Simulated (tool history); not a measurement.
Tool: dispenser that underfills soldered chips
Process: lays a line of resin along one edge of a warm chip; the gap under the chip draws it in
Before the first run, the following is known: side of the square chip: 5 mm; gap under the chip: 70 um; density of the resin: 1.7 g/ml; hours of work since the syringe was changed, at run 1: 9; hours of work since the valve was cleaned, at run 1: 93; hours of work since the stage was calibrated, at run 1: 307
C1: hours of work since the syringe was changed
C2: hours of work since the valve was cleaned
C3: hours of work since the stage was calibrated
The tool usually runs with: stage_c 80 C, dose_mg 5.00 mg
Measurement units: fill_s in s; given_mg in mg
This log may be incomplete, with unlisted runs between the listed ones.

run 1 hour=0.0 | stage_c=80 dose_mg=5.00 | C1=9 C2=93 C3=307 | fill_s=10.3 given_mg=4.79
-- hour=2.3 new syringe of resin
run 2 hour=6.1 | stage_c=94 dose_mg=5.00 | C1=3 C2=97 C3=311 | fill_s=5.2 given_mg=4.71
run 3 hour=15.3 | stage_c=68 dose_mg=5.00 | C1=10 C2=104 C3=318 | fill_s=17.2 given_mg=4.72
-- hour=16.6 new syringe of resin
run 4 hour=20.6 | stage_c=68 dose_mg=4.43 | C1=3 C2=107 C3=322 | fill_s=13.1 given_mg=4.16
-- hour=30.8 new syringe of resin
run 5 hour=31.9 | stage_c=68 dose_mg=4.43 | C1=1 C2=115 C3=330 | fill_s=13.0 given_mg=4.18
run 6 hour=40.9 | stage_c=68 dose_mg=4.43 | C1=7 C2=122 C3=336 | fill_s=17.2 given_mg=4.09
-- hour=44.9 new syringe of resin
run 7 hour=52.2 | stage_c=68 dose_mg=4.43 | C1=5 C2=130 C3=345 | fill_s=14.5 given_mg=4.10
-- hour=59.5 new syringe of resin
run 8 hour=61.4 | stage_c=80 dose_mg=5.00 | C1=1 C2=137 C3=351 | fill_s=8.7 given_mg=4.64
run 9 hour=69.6 | stage_c=80 dose_mg=5.00 | C1=7 C2=143 C3=357 | fill_s=10.6 given_mg=4.65
-- hour=71.9 dispensing valve cleaned and set on the balance
-- hour=74.8 new syringe of resin
run 10 hour=79.2 | stage_c=80 dose_mg=5.00 | C1=3 C2=5 C3=363 | fill_s=9.3 given_mg=4.95
run 11 hour=87.8 | stage_c=80 dose_mg=5.08 | C1=10 C2=11 C3=370 | fill_s=11.2 given_mg=4.96
-- hour=89.4 new syringe of resin
run 12 hour=95.3 | stage_c=80 dose_mg=5.08 | C1=4 C2=17 C3=375 | fill_s=9.3 given_mg=4.97
-- hour=103.8 new syringe of resin
run 13 hour=105.8 | stage_c=86 dose_mg=5.00 | C1=1 C2=24 C3=382 | fill_s=6.5 given_mg=4.95
run 14 hour=114.9 | stage_c=86 dose_mg=5.00 | C1=8 C2=31 C3=389 | fill_s=8.9 given_mg=4.94
-- hour=118.0 new syringe of resin
run 15 hour=122.4 | stage_c=67 dose_mg=4.64 | C1=3 C2=36 C3=394 | fill_s=14.3 given_mg=4.56
run 16 hour=130.0 | stage_c=90 dose_mg=5.00 | C1=9 C2=42 C3=400 | fill_s=7.7 given_mg=4.88
-- hour=133.0 new syringe of resin
run 17 hour=141.6 | stage_c=94 dose_mg=5.17 | C1=6 C2=50 C3=408 | fill_s=6.4 given_mg=5.16
-- hour=147.1 new syringe of resin
run 18 hour=148.5 | stage_c=81 dose_mg=5.17 | C1=1 C2=55 C3=413 | fill_s=8.0 given_mg=5.05
run 19 hour=156.7 | stage_c=81 dose_mg=5.09 | C1=7 C2=61 C3=419 | fill_s=10.1 given_mg=4.86
-- hour=161.6 new syringe of resin
run 20 hour=168.4 | stage_c=77 dose_mg=4.70 | C1=5 C2=70 C3=428 | fill_s=10.3 given_mg=4.57
-- hour=176.1 new syringe of resin
run 21 hour=178.0 | stage_c=77 dose_mg=4.70 | C1=1 C2=76 C3=435 | fill_s=9.2 given_mg=4.51
run 22 hour=184.6 | stage_c=77 dose_mg=4.70 | C1=6 C2=81 C3=439 | fill_s=11.9 given_mg=4.53
-- hour=190.3 new syringe of resin
run 23 hour=192.5 | stage_c=80 dose_mg=5.40 | C1=2 C2=87 C3=445 | fill_s=8.3 given_mg=5.13
-- hour=204.4 new syringe of resin
run 24 hour=204.4 | stage_c=80 dose_mg=5.40 | C1=0 C2=95 C3=454 | fill_s=8.1 given_mg=5.15
run 25 hour=209.3 | stage_c=92 dose_mg=4.91 | C1=4 C2=99 C3=457 | fill_s=6.1 given_mg=4.68
run 26 hour=216.6 | stage_c=92 dose_mg=4.91 | C1=9 C2=104 C3=463 | fill_s=7.6 given_mg=4.63

3 options for the next run, each taken on its own from the tool as it stands now. Forecast them:
-- hour=218.7 new syringe of resin
run A hour=224.2 | stage_c=80 dose_mg=4.58 | C1=4 C2=110 C3=468 | fill_s=? given_mg=?
-- hour=218.7 new syringe of resin
run B hour=224.2 | stage_c=90 dose_mg=6.18 | C1=4 C2=110 C3=468 | fill_s=? given_mg=?
-- hour=218.7 new syringe of resin
run C hour=224.2 | stage_c=76 dose_mg=4.91 | C1=4 C2=110 C3=468 | fill_s=? given_mg=?

run=A fill_s=9.5 given_mg=4.31
run=B fill_s=6.6 given_mg=5.85
run=C fill_s=10.4 given_mg=4.64
Take away the tool's hidden state, keep each run's random variation, and the runs would have read:
run=A fill_s=7.2 given_mg=4.58
run=B fill_s=5.1 given_mg=6.21
run=C fill_s=7.7 given_mg=4.93
